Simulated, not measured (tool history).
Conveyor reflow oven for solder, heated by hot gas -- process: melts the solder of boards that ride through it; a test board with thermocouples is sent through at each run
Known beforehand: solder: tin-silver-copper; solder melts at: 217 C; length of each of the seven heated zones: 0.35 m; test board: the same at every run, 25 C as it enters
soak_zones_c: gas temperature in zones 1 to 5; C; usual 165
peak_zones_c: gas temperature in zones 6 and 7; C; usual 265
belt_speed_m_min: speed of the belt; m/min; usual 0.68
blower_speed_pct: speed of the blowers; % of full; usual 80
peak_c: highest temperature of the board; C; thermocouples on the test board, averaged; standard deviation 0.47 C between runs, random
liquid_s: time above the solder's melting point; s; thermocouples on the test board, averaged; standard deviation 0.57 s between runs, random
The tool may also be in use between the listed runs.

run 1 hour=0 | soak_zones_c=165 peak_zones_c=265 belt_speed_m_min=0.68 blower_speed_pct=80 | peak_c=251 liquid_s=44.3
run 2 hour=7.3 | soak_zones_c=165 peak_zones_c=265 belt_speed_m_min=0.68 blower_speed_pct=80 | peak_c=249.5 liquid_s=44
run 3 hour=18.2 | soak_zones_c=165 peak_zones_c=265 belt_speed_m_min=0.68 blower_speed_pct=80 | peak_c=250 liquid_s=43.8
run 4 hour=27.9 | soak_zones_c=165 peak_zones_c=265 belt_speed_m_min=0.68 blower_speed_pct=80 | peak_c=250.2 liquid_s=43.3
run 5 hour=40.9 | soak_zones_c=165 peak_zones_c=265 belt_speed_m_min=0.68 blower_speed_pct=80 | peak_c=250.4 liquid_s=45.2
run 6 hour=48.3 | soak_zones_c=165 peak_zones_c=265 belt_speed_m_min=0.68 blower_speed_pct=77 | peak_c=249 liquid_s=43.2
run 7 hour=57 | soak_zones_c=152 peak_zones_c=265 belt_speed_m_min=0.68 blower_speed_pct=80 | peak_c=247.5 liquid_s=40.3
run 8 hour=66.6 | soak_zones_c=165 peak_zones_c=265 belt_speed_m_min=0.68 blower_speed_pct=80 | peak_c=249.9 liquid_s=43.1
run 9 hour=73.6 | soak_zones_c=165 peak_zones_c=265 belt_speed_m_min=0.68 blower_speed_pct=80 | peak_c=250.1 liquid_s=43
run 10 hour=83.2 | soak_zones_c=165 peak_zones_c=265 belt_speed_m_min=0.68 blower_speed_pct=80 | peak_c=249.3 liquid_s=43.5
run 11 hour=99.4 | soak_zones_c=165 peak_zones_c=265 belt_speed_m_min=0.68 blower_speed_pct=80 | peak_c=250.2 liquid_s=43.3
run 12 hour=111.8 | soak_zones_c=159 peak_zones_c=265 belt_speed_m_min=0.68 blower_speed_pct=80 | peak_c=248.2 liquid_s=40.4
run 13 hour=121.2 | soak_zones_c=159 peak_zones_c=265 belt_speed_m_min=0.68 blower_speed_pct=80 | peak_c=248.8 liquid_s=41.1
run 14 hour=128.2 | soak_zones_c=159 peak_zones_c=265 belt_speed_m_min=0.68 blower_speed_pct=80 | peak_c=248.8 liquid_s=41.1
run 15 hour=137.8 | soak_zones_c=165 peak_zones_c=265 belt_speed_m_min=0.68 blower_speed_pct=80 | peak_c=249.7 liquid_s=41.9
run 16 hour=153.8 | soak_zones_c=176 peak_zones_c=265 belt_speed_m_min=0.75 blower_speed_pct=80 | peak_c=247.3 liquid_s=40
run 17 hour=160.8 | soak_zones_c=176 peak_zones_c=265 belt_speed_m_min=0.75 blower_speed_pct=80 | peak_c=248.2 liquid_s=40.4
-- hour=166.3 belt drive overhauled, speed set with a stopwatch
run 18 hour=176.4 | soak_zones_c=176 peak_zones_c=265 belt_speed_m_min=0.75 blower_speed_pct=80 | peak_c=248.3 liquid_s=40.3
run 19 hour=190.7 | soak_zones_c=176 peak_zones_c=265 belt_speed_m_min=0.634 blower_speed_pct=71 | peak_c=250.7 liquid_s=50.7
-- hour=200.8 belt drive overhauled, speed set with a stopwatch, once more
run 20 hour=209.7 | soak_zones_c=179 peak_zones_c=265 belt_speed_m_min=0.68 blower_speed_pct=80 | peak_c=250.1 liquid_s=47.5
run 21 hour=216.7 | soak_zones_c=154 peak_zones_c=279 belt_speed_m_min=0.68 blower_speed_pct=80 | peak_c=260.4 liquid_s=45.8
run 22 hour=231.9 | soak_zones_c=154 peak_zones_c=279 belt_speed_m_min=0.68 blower_speed_pct=80 | peak_c=259.7 liquid_s=46.1
run 23 hour=245.2 | soak_zones_c=154 peak_zones_c=279 belt_speed_m_min=0.68 blower_speed_pct=80 | peak_c=259.7 liquid_s=46.2
run 24 hour=251.9 | soak_zones_c=163 peak_zones_c=279 belt_speed_m_min=0.68 blower_speed_pct=65 | peak_c=256.7 liquid_s=46.1
run 25 hour=260.9 | soak_zones_c=165 peak_zones_c=261 belt_speed_m_min=0.558 blower_speed_pct=80 | peak_c=249.7 liquid_s=55
run 26 hour=274.3 | soak_zones_c=152 peak_zones_c=274 belt_speed_m_min=0.66 blower_speed_pct=75 | peak_c=254.8 liquid_s=44
run 27 hour=290.4 | soak_zones_c=166 peak_zones_c=274 belt_speed_m_min=0.66 blower_speed_pct=70 | peak_c=256.1 liquid_s=48.3
run 28 hour=303.2 | soak_zones_c=165 peak_zones_c=265 belt_speed_m_min=0.765 blower_speed_pct=80 | peak_c=244.3 liquid_s=33.7
run 29 hour=311.8 | soak_zones_c=165 peak_zones_c=265 belt_speed_m_min=0.765 blower_speed_pct=80 | peak_c=244.5 liquid_s=33.7
run 30 hour=321.5 | soak_zones_c=165 peak_zones_c=265 belt_speed_m_min=0.765 blower_speed_pct=80 | peak_c=244.1 liquid_s=34.2

How would selected steps in peak_c from run to run divide? Give the signed amount a tool lacking its hidden state would still show from settings, what came in and random variation, and the signed amount left for the hidden state, including any gauge scatter that is not in both of the compared results.
Hidden state at play: heat that the gas passes to the board, % of a clean oven's; belt's true speed, % of the reading; true gas temperature in zones 6 and 7 over the reading, C; drift of the gauge itself on peak_c, C; drift of the gauge itself on liquid_s, %.
Run 20 -> 21: soak_zones_c 179 -> 154, peak_zones_c 265 -> 279. peak_c +10.3 C: hidden state -1, all else +11.3.
Run 24 -> 25: soak_zones_c 163 -> 165, peak_zones_c 279 -> 261, belt_speed_m_min 0.68 -> 0.558, blower_speed_pct 65 -> 80. peak_c -7 C: hidden state +0.9, all else -7.9.
Run 25 -> 26: soak_zones_c 165 -> 152, peak_zones_c 261 -> 274, belt_speed_m_min 0.558 -> 0.66, blower_speed_pct 80 -> 75. peak_c +5.1 C: hidden state -1.3, all else +6.4.
Run 27 -> 28: soak_zones_c 166 -> 165, peak_zones_c 274 -> 265, belt_speed_m_min 0.66 -> 0.765, blower_speed_pct 70 -> 80. peak_c -11.8 C: hidden state -0.6, all else -11.2.

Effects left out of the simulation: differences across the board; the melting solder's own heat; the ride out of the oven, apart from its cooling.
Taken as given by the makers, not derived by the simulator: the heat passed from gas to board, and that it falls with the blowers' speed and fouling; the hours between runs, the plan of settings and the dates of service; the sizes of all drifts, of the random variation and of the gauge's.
